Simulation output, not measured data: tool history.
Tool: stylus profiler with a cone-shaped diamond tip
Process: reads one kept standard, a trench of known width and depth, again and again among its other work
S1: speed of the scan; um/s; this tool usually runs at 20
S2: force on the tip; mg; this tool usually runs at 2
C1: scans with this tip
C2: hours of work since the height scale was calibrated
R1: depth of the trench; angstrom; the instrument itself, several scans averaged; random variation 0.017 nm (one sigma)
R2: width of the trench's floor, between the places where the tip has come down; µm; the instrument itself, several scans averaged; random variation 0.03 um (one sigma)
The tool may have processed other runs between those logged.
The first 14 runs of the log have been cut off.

run,hour,S1,S2,C1,C2,R1,R2
# hour 568.4: height scale calibrated on a step standard
15,576.9,20,1.16,9910,6,1010.1,27.9
16,616.6,20,1.84,10103,35,1013.7,27.88
17,658.4,16,2,10307,65,1014.8,27.94
18,711.5,16,2,10566,104,1014.9,27.92
19,761.6,16,2,10810,140,1014.6,27.93
20,790.1,16,1.37,10949,161,1011.2,27.93
21,834.9,32,0.75,11168,193,1007.7,27.69
22,882.7,32,0.75,11401,228,1007.9,27.73
23,911.3,32,0.75,11540,248,1008,27.79
24,964.2,8,0.92,11798,287,1008.8,27.98
25,992.1,6,3.81,11934,307,1022.6,28.01
26,1026.4,37,0.97,12101,332,1008.9,27.72
27,1070.5,65,4.06,12317,364,1023.4,27.74
28,1126.6,65,4.06,12590,404,1023.6,27.77
29,1170.3,12,2.23,12803,436,1015.7,27.91
30,1212.5,24,5.09,13009,467,1027.4,27.96
31,1252.5,20,2.83,13204,496,1018.1,27.91
32,1299.4,56,0.74,13433,529,1007.5,27.59
33,1328.4,20,1.27,13575,551,1010.9,27.9
34,1366.7,45,5.32,13761,578,1028.2,27.8
35,1401.3,8,1.29,13930,603,1011.2,27.88
36,1426.8,13,2.52,14054,622,1017.1,27.94

What if the next run were any one of these 4? Each begins from the tool's condition after run 36:
A,1483.5,10,0.69,14331,663,?,?
B,1483.5,15,3.59,14331,663,?,?
C,1483.5,5,2.52,14331,663,?,?
D,1483.5,20,2.09,14331,663,?,?

run,R1,R2
A,1007.2,27.95
B,1021.7,27.9
C,1017.3,28.01
D,1015.1,27.92
Without the tool's unlogged condition, the same runs would have read:
run,R1,R2
A,1007.2,27.96
B,1021.6,27.91
C,1017.2,28.03
D,1015.1,27.93
